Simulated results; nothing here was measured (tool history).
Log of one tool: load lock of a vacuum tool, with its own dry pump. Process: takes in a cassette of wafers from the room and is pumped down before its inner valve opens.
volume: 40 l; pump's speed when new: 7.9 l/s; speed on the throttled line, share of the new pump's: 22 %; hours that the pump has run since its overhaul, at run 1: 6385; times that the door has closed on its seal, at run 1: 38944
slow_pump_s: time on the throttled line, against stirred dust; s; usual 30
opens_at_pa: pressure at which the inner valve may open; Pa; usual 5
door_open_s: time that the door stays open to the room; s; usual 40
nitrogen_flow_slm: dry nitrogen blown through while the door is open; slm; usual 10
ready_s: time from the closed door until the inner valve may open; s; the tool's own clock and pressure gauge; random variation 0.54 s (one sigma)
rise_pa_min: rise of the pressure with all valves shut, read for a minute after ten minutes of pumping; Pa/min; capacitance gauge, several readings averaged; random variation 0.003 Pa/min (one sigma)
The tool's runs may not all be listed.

run     day  slow_pump_s  opens_at_pa  door_open_s  nitrogen_flow_slm  hours that the pump has run since its overhaul  times that the door has closed on its seal  incoming humidity of the room's air, %  ready_s  rise_pa_min
  1   0.000           30            5           40                 10                                            6385                                       38944                                    45.1     78.3        0.145
  2   4.742           30            5           40                 10                                            6499                                       39263                                    41.9     78.2        0.149
  3  11.162           30            5           40                 10                                            6653                                       39696                                    41.1     78.5        0.148
  4  15.671           30            5           89                 10                                            6761                                       39999                                    43.6     77.6        0.171
  5  19.346           41            5           40                 10                                            6849                                       40247                                    43.0     87.1        0.150
  6  25.096           41            5           40                 10                                            6987                                       40634                                    45.9     87.6        0.153
  7  29.296           30            5           40                 29                                            7088                                       40917                                    44.0     78.4        0.142
  8  32.458           30            5           40                 29                                            7164                                       41130                                    45.6     78.3        0.145
  9  38.483           30            5           40                 29                                            7308                                       41536                                    46.5     78.1        0.148
 10  44.746           60            9          145                 13                                            7459                                       41958                                    45.3     96.7        0.189
 11  48.708           30            5           28                 10                                            7554                                       42225                                    49.7     78.8        0.159
 12  54.221           30            4          111                 10                                            7686                                       42596                                    45.1     80.8        0.189
 13  60.825           55            4           36                  4                                            7845                                       43041                                    43.8     99.6        0.164
 14  64.629           55            5           56                 10                                            7936                                       43297                                    46.4     98.7        0.172

4 ways to go on from here, each from the tool as it stands after run 14. What would each give?
  A  69.554           20            4           56                 11                                            8054                                       43629                                    44.4        ?            ?
  B  69.554           19            6           82                 10                                            8054                                       43629                                    41.9        ?            ?
  C  69.554           55            8           41                 10                                            8054                                       43629                                    41.2        ?            ?
  D  69.554           50            5           56                 10                                            8054                                       43629                                    44.8        ?            ?

run  ready_s  rise_pa_min
  A     73.1        0.179
  B     70.8        0.179
  C     94.4        0.163
  D     94.9        0.166
Without the tool's hidden state the same runs would have given:
run  ready_s  rise_pa_min
  A     67.6        0.058
  B     65.6        0.061
  C     90.3        0.046
  D     90.3        0.048
